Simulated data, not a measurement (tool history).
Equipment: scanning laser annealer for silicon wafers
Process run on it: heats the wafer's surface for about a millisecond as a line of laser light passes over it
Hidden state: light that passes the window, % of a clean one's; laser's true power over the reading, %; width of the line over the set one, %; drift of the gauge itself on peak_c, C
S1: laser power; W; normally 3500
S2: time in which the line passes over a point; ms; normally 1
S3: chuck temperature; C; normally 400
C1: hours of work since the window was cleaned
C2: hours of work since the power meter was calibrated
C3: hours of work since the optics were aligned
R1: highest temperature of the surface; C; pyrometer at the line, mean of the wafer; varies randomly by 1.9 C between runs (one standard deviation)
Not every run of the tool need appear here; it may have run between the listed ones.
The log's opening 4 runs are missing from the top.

run 5 hour=282.1 | S1=3500 S2=0.94 S3=400 | C1=307 C2=995 C3=1527 | R1=1144
run 6 hour=326.4 | S1=3500 S2=0.94 S3=400 | C1=342 C2=1029 C3=1561 | R1=1140
-- hour=378.4 window over the wafer cleaned
run 7 hour=394.7 | S1=3500 S2=0.94 S3=400 | C1=13 C2=1081 C3=1612 | R1=1175
run 8 hour=441.7 | S1=3500 S2=0.94 S3=400 | C1=49 C2=1117 C3=1649 | R1=1175
run 9 hour=476.6 | S1=3500 S2=1 S3=400 | C1=76 C2=1144 C3=1676 | R1=1194
-- hour=516.2 optics aligned, line set to its width
run 10 hour=516.2 | S1=3500 S2=1 S3=400 | C1=103 C2=1171 C3=0 | R1=1196
run 11 hour=556.6 | S1=3500 S2=1 S3=382 | C1=134 C2=1202 C3=31 | R1=1176
run 12 hour=616.5 | S1=3500 S2=1 S3=400 | C1=180 C2=1248 C3=78 | R1=1191
run 13 hour=655.6 | S1=3500 S2=1 S3=400 | C1=210 C2=1278 C3=108 | R1=1186
run 14 hour=698.4 | S1=3306 S2=1 S3=400 | C1=243 C2=1311 C3=141 | R1=1141
run 15 hour=777.9 | S1=3306 S2=1 S3=400 | C1=305 C2=1373 C3=202 | R1=1136
run 16 hour=839.3 | S1=3306 S2=1 S3=400 | C1=352 C2=1420 C3=250 | R1=1128
-- hour=873.3 window over the wafer cleaned
run 17 hour=915 | S1=3306 S2=1 S3=400 | C1=32 C2=1477 C3=307 | R1=1171
run 18 hour=990.2 | S1=3211 S2=1 S3=400 | C1=90 C2=1535 C3=365 | R1=1140
run 19 hour=1058.2 | S1=3211 S2=1 S3=437 | C1=143 C2=1588 C3=417 | R1=1171
run 20 hour=1110.7 | S1=3500 S2=1 S3=400 | C1=183 C2=1629 C3=458 | R1=1192
run 21 hour=1170.3 | S1=3722 S2=1 S3=381 | C1=230 C2=1675 C3=504 | R1=1208
run 22 hour=1223.7 | S1=3722 S2=1 S3=381 | C1=271 C2=1716 C3=545 | R1=1209
run 23 hour=1300.5 | S1=3511 S2=0.77 S3=400 | C1=330 C2=1775 C3=605 | R1=1073

Forecast run 24:
-- hour=1369.7 window over the wafer cleaned
run 24 hour=1386.7 | S1=3511 S2=0.77 S3=400 | C1=13 C2=1840 C3=670 | R1=?

Run 24 yielded R1 1106 C.
Minus the tool's unlogged condition, the same run would have read R1 1107 C.
